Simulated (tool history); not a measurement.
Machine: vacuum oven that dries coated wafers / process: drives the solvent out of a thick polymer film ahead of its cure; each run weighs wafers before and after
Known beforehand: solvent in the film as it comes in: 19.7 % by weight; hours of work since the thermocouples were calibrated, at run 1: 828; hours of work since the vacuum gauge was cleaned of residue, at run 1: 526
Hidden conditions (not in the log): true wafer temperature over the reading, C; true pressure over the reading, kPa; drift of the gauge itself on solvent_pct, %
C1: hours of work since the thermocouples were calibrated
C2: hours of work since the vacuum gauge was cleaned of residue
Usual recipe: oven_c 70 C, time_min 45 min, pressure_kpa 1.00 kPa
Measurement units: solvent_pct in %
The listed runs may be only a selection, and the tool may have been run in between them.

Run 1, hour 0.0: usual settings; C1 828; C2 526. Result: solvent_pct 2.16 %.
Run 2, hour 33.1: usual settings; C1 850; C2 547. Result: solvent_pct 2.10 %.
Run 3, hour 63.3: usual settings but time_min 46 min; C1 870; C2 567. Result: solvent_pct 2.04 %.
Run 4, hour 133.4: usual settings but time_min 46 min; C1 915; C2 613. Result: solvent_pct 2.01 %.
Run 5, hour 192.6: usual settings but oven_c 60 C; C1 954; C2 651. Result: solvent_pct 5.50 %.
Run 6, hour 236.1: usual settings; C1 982; C2 680. Result: solvent_pct 2.11 %.
Run 7, hour 272.5: usual settings; C1 1006; C2 704. Result: solvent_pct 2.08 %.
Run 8, hour 318.4: usual settings; C1 1036; C2 733. Result: solvent_pct 2.13 %.
Run 9, hour 348.5: usual settings; C1 1056; C2 753. Result: solvent_pct 2.07 %.
Run 10, hour 382.6: usual settings but oven_c 78 C; C1 1078; C2 775. Result: solvent_pct 0.74 %.
Run 11, hour 446.1: usual settings; C1 1119; C2 817. Result: solvent_pct 2.08 %.
Run 12, hour 490.8: usual settings but pressure_kpa 0.64 kPa; C1 1148; C2 846. Result: solvent_pct 2.00 %.
Run 13, hour 554.3: usual settings but pressure_kpa 0.64 kPa; C1 1190; C2 887. Result: solvent_pct 1.97 %.
Run 14, hour 623.3: usual settings but pressure_kpa 0.64 kPa; C1 1235; C2 932. Result: solvent_pct 2.00 %.
Run 15, hour 692.7: usual settings but pressure_kpa 2.98 kPa; C1 1280; C2 977. Result: solvent_pct 2.85 %.
Run 16, hour 742.2: usual settings but pressure_kpa 2.98 kPa; C1 1312; C2 1010. Result: solvent_pct 2.86 %.
Run 17, hour 777.8: usual settings but pressure_kpa 2.98 kPa; C1 1336; C2 1033. Result: solvent_pct 2.86 %.
Run 18, hour 825.3: usual settings but pressure_kpa 2.98 kPa; C1 1367; C2 1064. Result: solvent_pct 2.90 %.
Run 19, hour 871.9: usual settings but oven_c 62 C; C1 1397; C2 1094. Result: solvent_pct 4.69 %.
Run 20, hour 910.0: usual settings but oven_c 62 C; C1 1422; C2 1119. Result: solvent_pct 4.73 %.
Run 21, hour 944.4: usual settings but oven_c 62 C; C1 1444; C2 1142. Result: solvent_pct 4.74 %.
Run 22, hour 986.1: usual settings but oven_c 62 C; C1 1471; C2 1169. Result: solvent_pct 4.69 %.
At hour 1015.5: oven's thermocouples calibrated.
Run 23, hour 1023.1: usual settings but oven_c 80 C; C1 5; C2 1192. Result: solvent_pct 0.58 %.
Run 24, hour 1093.5: usual settings but oven_c 80 C; C1 51; C2 1238. Result: solvent_pct 0.54 %.
Run 25, hour 1160.1: usual settings but oven_c 80 C; C1 94; C2 1281. Result: solvent_pct 0.57 %.
Run 26, hour 1232.5: usual settings but oven_c 80 C, time_min 52 min; C1 142; C2 1328. Result: solvent_pct 0.44 %.
Run 27, hour 1298.0: usual settings but oven_c 73 C, pressure_kpa 0.75 kPa; C1 184; C2 1371. Result: solvent_pct 1.41 %.
Run 28, hour 1331.0: usual settings but oven_c 60 C, pressure_kpa 2.12 kPa; C1 206; C2 1392. Result: solvent_pct 6.05 %.
Run 29, hour 1375.3: usual settings but oven_c 75 C, time_min 43 min, pressure_kpa 0.70 kPa; C1 235; C2 1421. Result: solvent_pct 1.12 %.
Run 30, hour 1405.9: usual settings but oven_c 75 C, time_min 43 min, pressure_kpa 0.92 kPa; C1 255; C2 1441. Result: solvent_pct 1.17 %.
Run 31, hour 1441.0: usual settings but time_min 61 min; C1 277; C2 1464. Result: solvent_pct 1.20 %.
Run 32, hour 1511.5: usual settings but time_min 61 min; C1 323; C2 1510. Result: solvent_pct 1.18 %.
Run 33, hour 1557.3: usual settings but oven_c 57 C; C1 353; C2 1540. Result: solvent_pct 6.69 %.
Run 34, hour 1614.0: usual settings but oven_c 69 C, time_min 65 min, pressure_kpa 1.96 kPa; C1 390; C2 1577. Result: solvent_pct 1.59 %.
Run 35, hour 1659.9: usual settings but oven_c 64 C, time_min 59 min, pressure_kpa 0.77 kPa; C1 420; C2 1607. Result: solvent_pct 2.60 %.
Run 36, hour 1717.4: usual settings but oven_c 64 C, time_min 59 min, pressure_kpa 0.77 kPa; C1 458; C2 1644. Result: solvent_pct 2.58 %.
Run 37, hour 1770.5: usual settings but oven_c 64 C, time_min 59 min, pressure_kpa 0.77 kPa; C1 492; C2 1679. Result: solvent_pct 2.58 %.
Run 38, hour 1812.4: usual settings but oven_c 62 C, time_min 60 min, pressure_kpa 1.24 kPa; C1 520; C2 1706. Result: solvent_pct 3.39 %.

Run 39 comes next. What will it give?
Run 39, hour 1856.2: usual settings but oven_c 62 C, time_min 60 min, pressure_kpa 1.24 kPa; C1 548; C2 1735. Result: solvent_pct ?.

solvent_pct: 3.42 %
Were there no unlogged condition in the tool, this run, its random variation unchanged, would have produced solvent_pct 3.43 %.
